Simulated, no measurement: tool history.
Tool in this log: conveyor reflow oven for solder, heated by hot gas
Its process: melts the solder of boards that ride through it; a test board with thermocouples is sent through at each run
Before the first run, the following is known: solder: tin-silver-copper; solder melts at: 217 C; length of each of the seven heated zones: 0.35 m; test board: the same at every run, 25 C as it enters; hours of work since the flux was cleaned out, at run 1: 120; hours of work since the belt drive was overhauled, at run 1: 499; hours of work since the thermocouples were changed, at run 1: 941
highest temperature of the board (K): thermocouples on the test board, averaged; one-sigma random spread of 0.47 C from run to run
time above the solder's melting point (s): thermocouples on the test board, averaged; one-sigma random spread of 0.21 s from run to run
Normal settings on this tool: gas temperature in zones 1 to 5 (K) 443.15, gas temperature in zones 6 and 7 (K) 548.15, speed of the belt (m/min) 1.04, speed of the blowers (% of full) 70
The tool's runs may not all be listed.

run,hour,gas temperature in zones 1 to 5 (K),gas temperature in zones 6 and 7 (K),speed of the belt (m/min),speed of the blowers (% of full),hours of work since the flux was cleaned out,hours of work since the belt drive was overhauled,hours of work since the thermocouples were changed,highest temperature of the board (K),time above the solder's melting point (s)
1,0,443.15,548.15,1.04,70,120,499,941,527.55,30.1
2,53,443.15,548.15,1.04,70,149,528,971,527.85,30.5
3,90.6,443.15,548.15,1.04,70,169,549,991,528.25,29.6
# hour 139.4: flux residue cleaned out of gas plates and filters
4,143.4,443.15,548.15,1.04,70,2,575,1018,527.65,29.8
5,203.3,443.15,548.15,0.9,70,35,608,1051,533.15,37.5
6,233.6,443.15,548.15,0.9,70,52,625,1067,533.25,37.2
7,282.9,455.15,548.15,1.04,70,79,652,1094,530.05,33.3
# hour 296.1: thermocouples of zones 6 and 7 changed
8,319.3,455.15,545.15,1.04,63,98,671,13,527.25,31.4
9,366.2,455.15,545.15,1.04,63,124,697,39,525.65,31.4
10,404.7,454.15,548.15,1.17,89,145,718,60,528.95,28.7

Run 11, settings as shown, results not yet in. Your forecast:
11,456.3,443.15,560.15,1.04,70,173,746,88,?,?

highest temperature of the board (K): 538.65
time above the solder's melting point (s): 33.5
If the tool had no hidden condition, the same run with the same run-to-run variation would have returned highest temperature of the board (K) 538.75, time above the solder's melting point (s) 33.5.
